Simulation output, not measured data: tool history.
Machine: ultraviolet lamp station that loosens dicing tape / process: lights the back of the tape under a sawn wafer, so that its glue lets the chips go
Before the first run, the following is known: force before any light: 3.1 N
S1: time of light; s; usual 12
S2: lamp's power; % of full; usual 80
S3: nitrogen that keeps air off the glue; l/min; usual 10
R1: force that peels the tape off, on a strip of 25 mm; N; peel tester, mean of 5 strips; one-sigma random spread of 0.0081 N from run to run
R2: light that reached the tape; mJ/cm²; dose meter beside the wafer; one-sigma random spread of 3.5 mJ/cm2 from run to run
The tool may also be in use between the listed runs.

run	day	S1	S2	S3	R1	R2
1	0.000	12	80	10	0.384	515
2	1.608	12	80	10	0.394	509
3	4.046	12	80	10	0.401	503
4	6.083	9	80	10	0.675	377
5	9.650	12	80	4	0.583	489
6	12.796	12	80	4	0.608	477
# day 14.892: window cleaned of glue's vapour
7	15.025	12	80	10	0.463	461
8	16.721	9	80	10	0.772	346
9	19.300	12	80	10	0.485	451
10	21.062	12	80	10	0.490	451
11	23.183	12	72	10	0.587	401
12	25.279	12	72	10	0.605	395
# day 26.612: window cleaned of glue's vapour, once more
13	27.496	12	80	13	0.373	510
14	31.192	12	80	15	0.356	494
15	34.867	12	80	15	0.371	490
16	37.792	12	80	10	0.443	481
17	39.788	15	80	10	0.308	600
18	41.467	15	80	8	0.344	592
19	44.038	15	80	8	0.354	581
20	47.775	15	80	8	0.358	570
21	51.383	15	80	8	0.374	552
22	54.608	15	80	8	0.401	550
23	57.017	15	91	3	0.464	618

Run 24 comes next. What will it give?
24	59.662	15	74	7	?	?

{"run 24": {"R1": 0.482, "R2": 488}}
Had the tool carried no hidden state, the very same run would have given R1 0.282 N, R2 662 mJ/cm².

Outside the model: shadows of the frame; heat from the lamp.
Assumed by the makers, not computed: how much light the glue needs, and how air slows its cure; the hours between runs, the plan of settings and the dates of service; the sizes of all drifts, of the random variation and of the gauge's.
